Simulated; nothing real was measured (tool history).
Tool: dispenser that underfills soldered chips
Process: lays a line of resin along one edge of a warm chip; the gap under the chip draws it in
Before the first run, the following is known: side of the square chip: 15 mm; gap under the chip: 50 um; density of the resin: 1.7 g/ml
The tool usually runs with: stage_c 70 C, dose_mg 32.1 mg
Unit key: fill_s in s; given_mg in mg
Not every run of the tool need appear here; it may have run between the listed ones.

run 1 hour=0 | stage_c=70 dose_mg=32.1 | fill_s=239.1 given_mg=30.19
run 2 hour=4.9 | stage_c=70 dose_mg=32.1 | fill_s=307.9 given_mg=30.14
-- hour=7.2 new syringe of resin
run 3 hour=10.4 | stage_c=70 dose_mg=32.1 | fill_s=190.7 given_mg=29.99
run 4 hour=16.8 | stage_c=70 dose_mg=32.1 | fill_s=254.2 given_mg=29.83
run 5 hour=20.5 | stage_c=70 dose_mg=32.1 | fill_s=303.2 given_mg=29.82
-- hour=22.5 new syringe of resin
-- hour=23.5 dispensing valve cleaned and set on the balance
run 6 hour=24.6 | stage_c=70 dose_mg=32.1 | fill_s=175.1 given_mg=31.92
run 7 hour=27.3 | stage_c=70 dose_mg=32.1 | fill_s=196.9 given_mg=31.87
run 8 hour=33.2 | stage_c=70 dose_mg=33.4 | fill_s=258.5 given_mg=33.23
-- hour=39.4 new syringe of resin
run 9 hour=39.6 | stage_c=62 dose_mg=38.1 | fill_s=227.2 given_mg=37.6
run 10 hour=45.4 | stage_c=71 dose_mg=33.4 | fill_s=211 given_mg=32.79
run 11 hour=51.9 | stage_c=57 dose_mg=31 | fill_s=477.1 given_mg=30.51
-- hour=54.8 new syringe of resin
run 12 hour=58.1 | stage_c=67 dose_mg=37.2 | fill_s=217.3 given_mg=36.31
run 13 hour=62.6 | stage_c=74 dose_mg=37 | fill_s=204.6 given_mg=36.02
run 14 hour=68.3 | stage_c=61 dose_mg=35.5 | fill_s=416.2 given_mg=34.57
-- hour=70.2 new syringe of resin
run 15 hour=74.1 | stage_c=76 dose_mg=35.2 | fill_s=157.4 given_mg=34.04

What if the next run were any one of these 5? Each begins from the tool's condition after run 15:
run A hour=79.2 | stage_c=76 dose_mg=40.8 | fill_s=? given_mg=?
run B hour=79.2 | stage_c=79 dose_mg=30.8 | fill_s=? given_mg=?
run C hour=79.2 | stage_c=58 dose_mg=39.5 | fill_s=? given_mg=?
run D hour=79.2 | stage_c=63 dose_mg=35.5 | fill_s=? given_mg=?
run E hour=79.2 | stage_c=85 dose_mg=27.7 | fill_s=? given_mg=?

run=A fill_s=194.8 given_mg=39.51
run=B fill_s=180.7 given_mg=29.43
run=C fill_s=376.4 given_mg=38.13
run=D fill_s=316.6 given_mg=34.14
run=E fill_s=146.1 given_mg=26.79
With the hidden condition removed and each run's random variation left untouched, the same runs would have given:
run=A fill_s=134.3 given_mg=40.87
run=B fill_s=124.1 given_mg=30.45
run=C fill_s=260 given_mg=39.45
run=D fill_s=218.5 given_mg=35.31
run=E fill_s=100.1 given_mg=27.72
